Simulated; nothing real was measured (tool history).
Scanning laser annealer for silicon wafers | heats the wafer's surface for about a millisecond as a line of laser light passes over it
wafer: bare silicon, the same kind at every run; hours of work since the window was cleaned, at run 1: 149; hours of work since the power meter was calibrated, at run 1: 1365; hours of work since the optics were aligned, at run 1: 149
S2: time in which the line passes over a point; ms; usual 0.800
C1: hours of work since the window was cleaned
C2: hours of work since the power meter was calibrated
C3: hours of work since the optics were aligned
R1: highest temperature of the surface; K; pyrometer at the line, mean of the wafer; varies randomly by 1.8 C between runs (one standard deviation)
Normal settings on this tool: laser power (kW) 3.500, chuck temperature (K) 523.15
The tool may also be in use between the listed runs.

run 1 hour=0.0 | laser_power_(kW)=3.500 S2=0.800 chuck_temperature_(K)=523.15 | C1=149 C2=1365 C3=149 | R1=1280.15
run 2 hour=21.9 | laser_power_(kW)=3.500 S2=0.800 chuck_temperature_(K)=523.15 | C1=165 C2=1381 C3=165 | R1=1283.15
run 3 hour=71.3 | laser_power_(kW)=3.500 S2=0.800 chuck_temperature_(K)=523.15 | C1=202 C2=1418 C3=202 | R1=1279.15
run 4 hour=111.8 | laser_power_(kW)=3.500 S2=0.853 chuck_temperature_(K)=523.15 | C1=232 C2=1448 C3=232 | R1=1298.15
run 5 hour=141.5 | laser_power_(kW)=3.500 S2=0.762 chuck_temperature_(K)=523.15 | C1=254 C2=1470 C3=254 | R1=1259.15
run 6 hour=167.8 | laser_power_(kW)=3.500 S2=0.901 chuck_temperature_(K)=523.15 | C1=274 C2=1489 C3=274 | R1=1312.15
run 7 hour=216.4 | laser_power_(kW)=3.500 S2=0.800 chuck_temperature_(K)=523.15 | C1=310 C2=1526 C3=310 | R1=1273.15
run 8 hour=254.7 | laser_power_(kW)=3.500 S2=0.800 chuck_temperature_(K)=523.15 | C1=339 C2=1554 C3=339 | R1=1272.15
run 9 hour=290.0 | laser_power_(kW)=3.500 S2=0.800 chuck_temperature_(K)=523.15 | C1=365 C2=1580 C3=365 | R1=1269.15
run 10 hour=339.3 | laser_power_(kW)=3.500 S2=0.800 chuck_temperature_(K)=523.15 | C1=401 C2=1617 C3=401 | R1=1267.15
run 11 hour=366.1 | laser_power_(kW)=3.500 S2=0.800 chuck_temperature_(K)=523.15 | C1=421 C2=1637 C3=421 | R1=1262.15
run 12 hour=386.6 | laser_power_(kW)=3.500 S2=0.800 chuck_temperature_(K)=523.15 | C1=437 C2=1652 C3=437 | R1=1264.15
run 13 hour=425.8 | laser_power_(kW)=3.500 S2=0.800 chuck_temperature_(K)=523.15 | C1=466 C2=1681 C3=466 | R1=1261.15
run 14 hour=458.7 | laser_power_(kW)=3.500 S2=0.800 chuck_temperature_(K)=523.15 | C1=490 C2=1706 C3=490 | R1=1261.15
run 15 hour=484.2 | laser_power_(kW)=3.500 S2=0.800 chuck_temperature_(K)=523.15 | C1=509 C2=1725 C3=509 | R1=1264.15
run 16 hour=528.5 | laser_power_(kW)=3.500 S2=0.800 chuck_temperature_(K)=523.15 | C1=542 C2=1758 C3=542 | R1=1258.15
run 17 hour=548.9 | laser_power_(kW)=3.500 S2=0.800 chuck_temperature_(K)=523.15 | C1=557 C2=1773 C3=557 | R1=1257.15
run 18 hour=590.3 | laser_power_(kW)=3.500 S2=0.800 chuck_temperature_(K)=523.15 | C1=588 C2=1803 C3=588 | R1=1253.15
run 19 hour=623.7 | laser_power_(kW)=3.500 S2=0.800 chuck_temperature_(K)=523.15 | C1=613 C2=1828 C3=613 | R1=1255.15
run 20 hour=644.8 | laser_power_(kW)=3.500 S2=0.760 chuck_temperature_(K)=551.15 | C1=629 C2=1844 C3=629 | R1=1262.15
run 21 hour=684.6 | laser_power_(kW)=3.500 S2=0.760 chuck_temperature_(K)=551.15 | C1=658 C2=1874 C3=658 | R1=1259.15
run 22 hour=722.9 | laser_power_(kW)=3.500 S2=0.760 chuck_temperature_(K)=551.15 | C1=687 C2=1902 C3=687 | R1=1261.15
run 23 hour=754.7 | laser_power_(kW)=3.183 S2=0.774 chuck_temperature_(K)=485.15 | C1=710 C2=1926 C3=710 | R1=1132.15
run 24 hour=803.9 | laser_power_(kW)=3.242 S2=0.774 chuck_temperature_(K)=501.15 | C1=747 C2=1962 C3=747 | R1=1159.15
run 25 hour=831.9 | laser_power_(kW)=3.478 S2=0.712 chuck_temperature_(K)=524.15 | C1=768 C2=1983 C3=768 | R1=1205.15
run 26 hour=875.3 | laser_power_(kW)=3.011 S2=0.598 chuck_temperature_(K)=550.15 | C1=800 C2=2015 C3=800 | R1=1089.15
run 27 hour=903.9 | laser_power_(kW)=3.011 S2=0.598 chuck_temperature_(K)=550.15 | C1=821 C2=2037 C3=821 | R1=1091.15
-- hour=926.5 window over the wafer cleaned
run 28 hour=943.9 | laser_power_(kW)=3.011 S2=0.598 chuck_temperature_(K)=550.15 | C1=13 C2=2065 C3=849 | R1=1119.15
run 29 hour=978.9 | laser_power_(kW)=3.011 S2=0.598 chuck_temperature_(K)=550.15 | C1=39 C2=2091 C3=875 | R1=1115.15
-- hour=1005.7 optics aligned, line set to its width
run 30 hour=1020.4 | laser_power_(kW)=3.500 S2=0.707 chuck_temperature_(K)=545.15 | C1=66 C2=2118 C3=11 | R1=1272.15
run 31 hour=1054.1 | laser_power_(kW)=3.803 S2=0.907 chuck_temperature_(K)=523.15 | C1=91 C2=2143 C3=36 | R1=1406.15
run 32 hour=1093.0 | laser_power_(kW)=3.803 S2=0.907 chuck_temperature_(K)=523.15 | C1=120 C2=2172 C3=65 | R1=1399.15
run 33 hour=1133.4 | laser_power_(kW)=3.803 S2=0.907 chuck_temperature_(K)=523.15 | C1=150 C2=2202 C3=95 | R1=1397.15
run 34 hour=1161.3 | laser_power_(kW)=3.038 S2=0.695 chuck_temperature_(K)=540.15 | C1=171 C2=2223 C3=116 | R1=1154.15
run 35 hour=1201.4 | laser_power_(kW)=3.038 S2=0.695 chuck_temperature_(K)=540.15 | C1=201 C2=2253 C3=146 | R1=1152.15

Pick out some run-to-run changes in R1. Of each, how much would a tool without hidden state show as well, from the settings, what came in and chance, and how much is left for the hidden state and any gauge scatter not in both results compared?
Unlogged tool condition in this case: light that passes the window, % of a clean one's; laser's true power over the reading, %; width of the line over the set one, %; drift of the gauge itself on peak_c, C.
Run 25 -> 26: laser power (kW) 3.478 -> 3.011, S2 0.712 -> 0.598, chuck temperature (K) 524.15 -> 550.15. R1 -116.00 K: hidden state +9.00, all else -125.00.
Run 27 -> 28: window over the wafer cleaned. R1 +28.00 K: hidden state +29.00, all else -1.00.
Run 29 -> 30: laser power (kW) 3.011 -> 3.500, S2 0.598 -> 0.707, chuck temperature (K) 550.15 -> 545.15, optics aligned, line set to its width. R1 +157.00 K: hidden state +9.00, all else +148.00.
Run 30 -> 31: laser power (kW) 3.500 -> 3.803, S2 0.707 -> 0.907, chuck temperature (K) 545.15 -> 523.15. R1 +134.00 K: hidden state -3.00, all else +137.00.
Run 33 -> 34: laser power (kW) 3.803 -> 3.038, S2 0.907 -> 0.695, chuck temperature (K) 523.15 -> 540.15. R1 -243.00 K: hidden state +3.00, all else -246.00.
